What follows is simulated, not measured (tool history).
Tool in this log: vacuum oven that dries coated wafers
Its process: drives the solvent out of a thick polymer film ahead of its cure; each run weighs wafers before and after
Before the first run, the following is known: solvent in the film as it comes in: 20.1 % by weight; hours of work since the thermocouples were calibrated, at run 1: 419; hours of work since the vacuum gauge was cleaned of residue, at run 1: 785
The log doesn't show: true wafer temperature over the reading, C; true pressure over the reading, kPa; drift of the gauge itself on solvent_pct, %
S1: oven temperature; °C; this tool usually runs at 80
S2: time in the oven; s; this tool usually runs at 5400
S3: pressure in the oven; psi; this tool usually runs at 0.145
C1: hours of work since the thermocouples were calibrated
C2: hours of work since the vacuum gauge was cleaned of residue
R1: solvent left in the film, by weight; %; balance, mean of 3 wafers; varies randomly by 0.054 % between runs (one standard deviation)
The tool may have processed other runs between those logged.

run,hour,S1,S2,S3,C1,C2,R1
1,0,80,5400,0.145,419,785,2.3
2,24.7,80,5400,0.145,430,795,2.21
3,49.5,80,5400,0.145,440,805,2.23
4,69.6,80,5400,0.145,448,814,2.25
5,95.9,80,5400,0.257,459,825,3.1
6,118.1,82,5400,0.145,468,834,1.79
7,143.3,82,5400,0.145,479,844,1.87
8,155,82,5400,0.145,484,849,1.91
9,180.2,82,5400,0.145,494,860,1.96
10,198,82,5400,0.145,501,867,1.94
11,218.8,82,5400,0.145,510,876,1.83
12,244.8,82,5400,0.145,521,886,1.89
13,258.7,82,5400,0.145,527,892,1.99
14,271.3,79,5400,0.145,532,897,2.52
15,294.7,89,2820,0.109,542,907,2.19
16,315,89,2820,0.109,550,916,2.16
17,331.9,91,5460,0.109,557,923,0.97
18,357.2,79,5460,0.419,568,933,4.63
19,371.3,81,6420,0.145,574,939,1.76
20,382.2,81,8220,0.145,578,943,1.52
21,409.1,85,5400,0.091,589,955,1.25
22,435,94,5400,0.145,600,965,0.83
23,462,94,3900,0.145,611,977,1.02
24,476.4,77,5460,0.342,617,983,4.68

For some of the steps in R1 from one run to the next: how much would appear even if the tool had no hidden state, given the settings, what came in and random variation, and how much remains for the hidden state plus any gauge scatter that the measured result and the result without hidden state don't share?
Run 17 -> 18: S1 91 -> 79, S3 0.109 -> 0.419. R1 +3.66 %: hidden state +0.2, all else +3.46.
Run 23 -> 24: S1 94 -> 77, S2 3900 -> 5460, S3 0.145 -> 0.342. R1 +3.66 %: hidden state +0.27, all else +3.39.

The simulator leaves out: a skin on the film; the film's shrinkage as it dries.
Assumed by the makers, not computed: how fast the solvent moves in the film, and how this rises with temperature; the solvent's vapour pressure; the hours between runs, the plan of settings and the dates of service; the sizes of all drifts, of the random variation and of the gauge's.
